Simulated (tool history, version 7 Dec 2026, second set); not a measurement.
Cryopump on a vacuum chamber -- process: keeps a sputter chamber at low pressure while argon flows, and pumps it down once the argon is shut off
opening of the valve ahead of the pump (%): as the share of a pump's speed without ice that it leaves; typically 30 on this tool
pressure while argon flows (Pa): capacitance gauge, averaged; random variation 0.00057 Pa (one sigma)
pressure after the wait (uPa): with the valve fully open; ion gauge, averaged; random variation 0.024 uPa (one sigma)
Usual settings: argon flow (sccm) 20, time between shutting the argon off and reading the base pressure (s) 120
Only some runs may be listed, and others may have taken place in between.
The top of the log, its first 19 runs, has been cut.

| run | hour | argon flow (sccm) | time between shutting the argon off and reading the base pressure (s) | opening of the valve ahead of the pump (%) | pressure while argon flows (Pa) | pressure after the wait (uPa) |
|---|---|---|---|---|---|---|
| 20 | 655.7 | 19 | 191 | 37 | 0.0606 | 1.82 |
| 21 | 693.2 | 20 | 120 | 29 | 0.0796 | 2.13 |
| 22 | 739.9 | 28 | 76 | 49 | 0.0719 | 2.63 |
| 23 | 783.1 | 14 | 76 | 49 | 0.0367 | 2.68 |
| 24 | 829.5 | 14 | 120 | 30 | 0.0555 | 2.34 |
|  | 865 | pump warmed up, emptied and cooled again |
| 25 | 874.6 | 24 | 120 | 17 | 0.1493 | 1.87 |
| 26 | 905.3 | 24 | 120 | 17 | 0.1493 | 2.01 |
| 27 | 946 | 39 | 25 | 28 | 0.1501 | 4.81 |
| 28 | 983.2 | 39 | 25 | 28 | 0.1515 | 4.96 |
| 29 | 1012.6 | 9 | 30 | 48 | 0.0204 | 4.3 |
| 30 | 1033.7 | 11 | 55 | 30 | 0.0402 | 2.95 |
| 31 | 1068.2 | 36 | 163 | 55 | 0.074 | 1.97 |
| 32 | 1107.3 | 15 | 35 | 20 | 0.0818 | 4.16 |
| 33 | 1135.9 | 27 | 102 | 17 | 0.1738 | 2.39 |
| 34 | 1163.3 | 27 | 102 | 17 | 0.1736 | 2.47 |

Consider 4 possible next runs. They are alternatives, not a sequence: every one starts from the tool as it was left by run 34. What does each give?
| A | 1184.7 | 27 | 42 | 17 | ? | ? |
| B | 1184.7 | 26 | 86 | 30 | ? | ? |
| C | 1184.7 | 27 | 70 | 17 | ? | ? |
| D | 1184.7 | 21 | 67 | 30 | ? | ? |

| run | pressure while argon flows (Pa) | pressure after the wait (uPa) |
|---|---|---|
| A | 0.1735 | 3.65 |
| B | 0.0971 | 2.62 |
| C | 0.1742 | 2.86 |
| D | 0.0784 | 2.94 |
What these runs would have given with no unlogged condition in the tool:
| run | pressure while argon flows (Pa) | pressure after the wait (uPa) |
|---|---|---|
| A | 0.1679 | 2.29 |
| B | 0.0918 | 1.23 |
| C | 0.1686 | 1.5 |
| D | 0.074 | 1.55 |

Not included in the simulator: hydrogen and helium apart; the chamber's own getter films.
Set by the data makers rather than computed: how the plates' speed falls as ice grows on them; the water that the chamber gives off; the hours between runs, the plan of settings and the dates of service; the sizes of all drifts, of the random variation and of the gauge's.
